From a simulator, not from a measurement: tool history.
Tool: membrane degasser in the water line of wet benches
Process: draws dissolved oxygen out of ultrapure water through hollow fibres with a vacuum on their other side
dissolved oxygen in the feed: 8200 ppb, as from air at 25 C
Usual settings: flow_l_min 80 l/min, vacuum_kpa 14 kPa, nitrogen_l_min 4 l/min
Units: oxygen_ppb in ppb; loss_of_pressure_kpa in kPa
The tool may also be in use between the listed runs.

{"run": 1, "hour": 0.0, "flow_l_min": 80, "vacuum_kpa": 14, "nitrogen_l_min": 4, "oxygen_ppb": 492, "loss_of_pressure_kpa": 43.07}
{"run": 2, "hour": 89.3, "flow_l_min": 80, "vacuum_kpa": 14, "nitrogen_l_min": 4, "oxygen_ppb": 491.1, "loss_of_pressure_kpa": 43.15}
{"run": 3, "hour": 160.8, "flow_l_min": 80, "vacuum_kpa": 14, "nitrogen_l_min": 4, "oxygen_ppb": 492.6, "loss_of_pressure_kpa": 42.93}
{"run": 4, "hour": 316.0, "flow_l_min": 80, "vacuum_kpa": 14, "nitrogen_l_min": 5.36, "oxygen_ppb": 390.3, "loss_of_pressure_kpa": 43.55}
{"run": 5, "hour": 488.0, "flow_l_min": 80, "vacuum_kpa": 14, "nitrogen_l_min": 5.36, "oxygen_ppb": 392.3, "loss_of_pressure_kpa": 43.18}
{"run": 6, "hour": 659.0, "flow_l_min": 80, "vacuum_kpa": 14, "nitrogen_l_min": 5.36, "oxygen_ppb": 391, "loss_of_pressure_kpa": 43.29}
{"run": 7, "hour": 770.1, "flow_l_min": 80, "vacuum_kpa": 14, "nitrogen_l_min": 10.12, "oxygen_ppb": 235.2, "loss_of_pressure_kpa": 43.47}
{"run": 8, "hour": 896.9, "flow_l_min": 80, "vacuum_kpa": 14, "nitrogen_l_min": 10.12, "oxygen_ppb": 236.6, "loss_of_pressure_kpa": 43.5}
{"run": 9, "hour": 1024.7, "flow_l_min": 80, "vacuum_kpa": 23.9, "nitrogen_l_min": 10.12, "oxygen_ppb": 411.1, "loss_of_pressure_kpa": 43.36}
{"run": 10, "hour": 1097.1, "flow_l_min": 80, "vacuum_kpa": 23.9, "nitrogen_l_min": 10.12, "oxygen_ppb": 410.7, "loss_of_pressure_kpa": 43.37}
{"run": 11, "hour": 1227.1, "flow_l_min": 80, "vacuum_kpa": 23.9, "nitrogen_l_min": 10.12, "oxygen_ppb": 412.7, "loss_of_pressure_kpa": 43.36}
{"run": 12, "hour": 1360.5, "flow_l_min": 80, "vacuum_kpa": 23.9, "nitrogen_l_min": 10.12, "oxygen_ppb": 411.4, "loss_of_pressure_kpa": 43.27}
{"run": 13, "hour": 1493.8, "flow_l_min": 80, "vacuum_kpa": 14, "nitrogen_l_min": 4, "oxygen_ppb": 496.7, "loss_of_pressure_kpa": 43.35}
{"run": 14, "hour": 1639.9, "flow_l_min": 80, "vacuum_kpa": 14, "nitrogen_l_min": 4, "oxygen_ppb": 497.7, "loss_of_pressure_kpa": 43.58}
{"run": 15, "hour": 1718.1, "flow_l_min": 80, "vacuum_kpa": 14, "nitrogen_l_min": 4.81, "oxygen_ppb": 429.3, "loss_of_pressure_kpa": 43.36}
{"run": 16, "hour": 1813.4, "flow_l_min": 67, "vacuum_kpa": 14, "nitrogen_l_min": 4, "oxygen_ppb": 417.9, "loss_of_pressure_kpa": 36.38}
{"run": 17, "hour": 1962.5, "flow_l_min": 107, "vacuum_kpa": 9, "nitrogen_l_min": 6.98, "oxygen_ppb": 284, "loss_of_pressure_kpa": 58.33}
{"run": 18, "hour": 2125.6, "flow_l_min": 107, "vacuum_kpa": 9, "nitrogen_l_min": 6.98, "oxygen_ppb": 284.4, "loss_of_pressure_kpa": 58.48}
{"run": 19, "hour": 2253.4, "flow_l_min": 80, "vacuum_kpa": 8.9, "nitrogen_l_min": 4, "oxygen_ppb": 287.6, "loss_of_pressure_kpa": 43.84}
{"run": 20, "hour": 2331.3, "flow_l_min": 65, "vacuum_kpa": 14, "nitrogen_l_min": 3.88, "oxygen_ppb": 416.2, "loss_of_pressure_kpa": 35.53}
{"hour": 2347.6, "done": "vacuum gauge calibrated"}
{"run": 21, "hour": 2496.3, "flow_l_min": 80, "vacuum_kpa": 13.5, "nitrogen_l_min": 6.52, "oxygen_ppb": 325, "loss_of_pressure_kpa": 43.63}
{"hour": 2642.7, "done": "vacuum gauge calibrated, once more"}
{"run": 22, "hour": 2657.2, "flow_l_min": 112, "vacuum_kpa": 14, "nitrogen_l_min": 4, "oxygen_ppb": 696.3, "loss_of_pressure_kpa": 61.15}
{"run": 23, "hour": 2788.9, "flow_l_min": 61, "vacuum_kpa": 14, "nitrogen_l_min": 4, "oxygen_ppb": 379.5, "loss_of_pressure_kpa": 33.61}
{"run": 24, "hour": 2943.3, "flow_l_min": 57, "vacuum_kpa": 11.2, "nitrogen_l_min": 3.83, "oxygen_ppb": 279.9, "loss_of_pressure_kpa": 31.21}
{"run": 25, "hour": 3085.1, "flow_l_min": 80, "vacuum_kpa": 14.1, "nitrogen_l_min": 4, "oxygen_ppb": 502.5, "loss_of_pressure_kpa": 43.88}
{"run": 26, "hour": 3168.1, "flow_l_min": 80, "vacuum_kpa": 14.1, "nitrogen_l_min": 4, "oxygen_ppb": 501.4, "loss_of_pressure_kpa": 44}
{"run": 27, "hour": 3251.8, "flow_l_min": 80, "vacuum_kpa": 14.1, "nitrogen_l_min": 4, "oxygen_ppb": 500.7, "loss_of_pressure_kpa": 43.84}
{"run": 28, "hour": 3418.5, "flow_l_min": 76, "vacuum_kpa": 14.1, "nitrogen_l_min": 7.64, "oxygen_ppb": 283.2, "loss_of_pressure_kpa": 41.5}
{"run": 29, "hour": 3507.3, "flow_l_min": 76, "vacuum_kpa": 14.1, "nitrogen_l_min": 7.64, "oxygen_ppb": 283.2, "loss_of_pressure_kpa": 41.7}
{"run": 30, "hour": 3612.4, "flow_l_min": 76, "vacuum_kpa": 14.1, "nitrogen_l_min": 7.64, "oxygen_ppb": 283.6, "loss_of_pressure_kpa": 41.49}
{"run": 31, "hour": 3685.5, "flow_l_min": 62, "vacuum_kpa": 23.5, "nitrogen_l_min": 2.12, "oxygen_ppb": 1128.8, "loss_of_pressure_kpa": 33.85}
{"run": 32, "hour": 3774.3, "flow_l_min": 51, "vacuum_kpa": 14.4, "nitrogen_l_min": 1.72, "oxygen_ppb": 669.3, "loss_of_pressure_kpa": 28.08}

Forecast each of these 3 alternatives for the next run:
{"run": "A", "hour": 3906.9, "flow_l_min": 80, "vacuum_kpa": 17.6, "nitrogen_l_min": 8.66, "oxygen_ppb": "?", "loss_of_pressure_kpa": "?"}
{"run": "B", "hour": 3906.9, "flow_l_min": 51, "vacuum_kpa": 14.4, "nitrogen_l_min": 3.77, "oxygen_ppb": "?", "loss_of_pressure_kpa": "?"}
{"run": "C", "hour": 3906.9, "flow_l_min": 51, "vacuum_kpa": 20.9, "nitrogen_l_min": 11.56, "oxygen_ppb": "?", "loss_of_pressure_kpa": "?"}

run=A oxygen_ppb=345.1 loss_of_pressure_kpa=44.16
run=B oxygen_ppb=349.3 loss_of_pressure_kpa=28.09
run=C oxygen_ppb=197.6 loss_of_pressure_kpa=28.2
Without the tool's hidden state the same runs would have given:
run=A oxygen_ppb=337.7 loss_of_pressure_kpa=43.22
run=B oxygen_ppb=343.3 loss_of_pressure_kpa=27.49
run=C oxygen_ppb=193.9 loss_of_pressure_kpa=27.6
